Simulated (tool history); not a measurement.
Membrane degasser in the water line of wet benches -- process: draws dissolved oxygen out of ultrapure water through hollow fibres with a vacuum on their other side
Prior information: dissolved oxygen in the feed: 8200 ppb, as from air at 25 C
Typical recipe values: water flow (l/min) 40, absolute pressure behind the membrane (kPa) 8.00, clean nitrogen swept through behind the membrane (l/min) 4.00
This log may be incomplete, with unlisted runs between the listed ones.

run	hour	water flow (l/min)	absolute pressure behind the membrane (kPa)	clean nitrogen swept through behind the membrane (l/min)	dissolved oxygen in the water behind the degasser (ppb)	pressure that the water loses in the fibres (kPa)
1	0.0	40	8.00	4.00	187.1	50.82
2	34.7	40	8.00	4.00	189.4	51.43
3	72.9	40	8.00	4.00	187.1	50.75
4	102.3	40	8.00	4.00	184.9	51.05
5	140.0	40	8.00	4.00	185.6	51.30
6	165.8	40	8.00	4.00	188.1	51.36
7	217.6	40	8.00	4.00	185.8	51.47
8	268.1	40	8.00	4.00	188.6	51.72
9	296.8	40	8.00	4.00	192.7	51.51
10	345.4	40	6.88	4.00	163.0	52.09
11	384.5	40	6.88	4.00	158.6	51.92
12	430.9	40	6.88	4.00	164.6	52.15
13	462.6	40	8.00	4.00	186.3	52.34
14	502.2	40	8.00	4.00	186.1	52.37
# hour 512.8: gauge calibrated
15	544.9	40	8.00	4.95	165.1	51.01
16	586.3	40	8.00	4.95	170.3	51.52
17	633.0	40	8.00	4.95	170.0	51.07
18	670.2	29	17.22	5.30	195.9	37.20
19	707.9	29	17.22	5.30	198.0	37.07
20	738.3	41	11.70	5.30	236.7	52.88
21	787.0	45	12.83	9.54	228.4	58.20
22	838.1	24	5.92	9.59	22.5	31.39
23	887.8	24	5.92	9.59	22.3	31.10
24	926.3	51	13.27	9.50	313.6	66.48
25	979.5	37	18.18	4.09	368.8	48.34
26	1016.9	25	5.95	3.55	53.2	32.56
27	1068.0	32	19.08	4.00	318.5	42.09
28	1091.9	32	19.08	4.00	314.7	42.12
29	1125.3	37	19.08	4.00	387.4	48.46
30	1170.7	34	19.08	2.09	585.2	44.92
31	1201.0	34	19.08	2.09	581.8	44.90

Each row is a separate what-if for the run after 31, all from the same tool condition, not one after another. Results?
A	1252.2	34	19.12	8.80	?	?
B	1252.2	34	15.60	5.89	?	?
C	1252.2	43	6.14	4.49	?	?

run	dissolved oxygen in the water behind the degasser (ppb)	pressure that the water loses in the fibres (kPa)
A	183.5	45.10
B	205.1	44.95
C	168.5	57.02
Take away the tool's hidden state, keep each run's random variation, and the runs would have read:
run	dissolved oxygen in the water behind the degasser (ppb)	pressure that the water loses in the fibres (kPa)
A	183.3	43.33
B	204.9	43.18
C	168.2	54.78

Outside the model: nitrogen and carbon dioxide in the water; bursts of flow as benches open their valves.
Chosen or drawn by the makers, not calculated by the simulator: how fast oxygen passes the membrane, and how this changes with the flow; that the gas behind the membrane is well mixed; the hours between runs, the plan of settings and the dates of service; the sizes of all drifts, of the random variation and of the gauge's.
